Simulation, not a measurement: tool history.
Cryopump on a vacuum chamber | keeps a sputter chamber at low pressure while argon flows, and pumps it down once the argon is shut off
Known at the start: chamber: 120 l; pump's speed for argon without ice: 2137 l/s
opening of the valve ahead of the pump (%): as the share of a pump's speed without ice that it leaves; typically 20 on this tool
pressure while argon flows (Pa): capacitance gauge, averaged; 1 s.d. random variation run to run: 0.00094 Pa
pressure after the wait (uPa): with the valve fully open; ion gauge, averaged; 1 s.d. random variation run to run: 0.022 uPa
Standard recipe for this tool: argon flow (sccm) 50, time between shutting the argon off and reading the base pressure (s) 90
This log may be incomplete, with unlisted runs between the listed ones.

run    hour  argon flow (sccm)  time between shutting the argon off and reading the base pressure (s)  opening of the valve ahead of the pump (%)  pressure while argon flows (Pa)  pressure after the wait (uPa)
  1       0                 50                                                                     90                                          20                           0.2022                           0.67
  2    49.3                 50                                                                     90                                          20                           0.2034                            0.7
  3    79.4                 50                                                                    128                                          20                           0.2052                           0.57
  4   116.3                 50                                                                    251                                          20                           0.2029                           0.45
  5   147.1                 50                                                                    251                                          20                           0.2046                           0.42
  6   170.2                 50                                                                    251                                          20                           0.2064                           0.45
  7   213.6                 50                                                                    251                                          20                           0.2039                           0.49
  8   254.3                 50                                                                     60                                          20                           0.2063                           1.02
  9   296.9                 50                                                                     60                                          20                           0.2048                           0.95
 10   336.7                 50                                                                     90                                          20                           0.2071                           0.81
 11   383.3                 50                                                                     90                                          20                           0.2057                            0.8
 12   413.2                 50                                                                     90                                          20                           0.2068                           0.78
 13   455.5                 50                                                                     90                                          20                           0.2063                            0.8
 14   490.3                 50                                                                     90                                          20                           0.2076                           0.81
 15   512.5                 50                                                                     90                                          20                            0.209                           0.85
 16   554.6                 50                                                                     90                                          20                           0.2071                           0.81
 17   584.5                 50                                                                     37                                          20                           0.2089                           1.44
 18   609.1                 58                                                                     90                                          20                           0.2427                           0.89
 19     639                 66                                                                     55                                          20                           0.2779                           1.12
 20   682.7                 66                                                                     55                                          20                           0.2762                           1.15
 21   722.3                 64                                                                     90                                          36                           0.1567                           0.95
 22   752.1                 64                                                                     90                                          36                           0.1582                           0.91
 23   787.7                 24                                                                     56                                          30                           0.0702                           1.14
 24   816.3                 78                                                                    116                                          20                           0.3286                           0.85
 25   858.7                 78                                                                    116                                          36                           0.1937                           0.85
 26   891.5                 50                                                                     93                                          55                           0.0875                           1.01
      904.5  -- pump warmed up, emptied and cooled again
 27   916.5                 49                                                                     34                                          32                           0.1225                           1.54
 28   961.4                 49                                                                     34                                          32                            0.122                           1.52
 29   992.2                 95                                                                     27                                          20                           0.3771                            1.8
     1018.4  -- leaking fittings of the chamber tightened, without venting
 30  1038.4                 97                                                                     58                                          19                           0.4059                           0.79
 31  1068.7                 50                                                                    183                                          28                           0.1448                           0.39
 32  1111.1                 50                                                                    183                                          28                           0.1435                           0.39
 33  1148.3                 50                                                                     53                                          23                           0.1747                            0.9
 34    1184                 55                                                                    112                                          38                           0.1178                            0.5
 35  1208.4                 50                                                                     71                                          58                           0.0718                           0.73

Here are 3 independent what-if runs from the current tool condition. What would each one return?
  A  1254.1                 50                                                                     93                                          19                                ?                              ?
  B  1254.1                 31                                                                     99                                          17                                ?                              ?
  C  1254.1                 24                                                                    114                                          20                                ?                              ?

run  pressure while argon flows (Pa)  pressure after the wait (uPa)
  A                             0.21                           0.62
  B                           0.1465                           0.61
  C                           0.0953                           0.51
With no hidden state in the tool, these same runs would have given:
run  pressure while argon flows (Pa)  pressure after the wait (uPa)
  A                           0.2061                           0.55
  B                           0.1441                           0.54
  C                           0.0934                           0.44
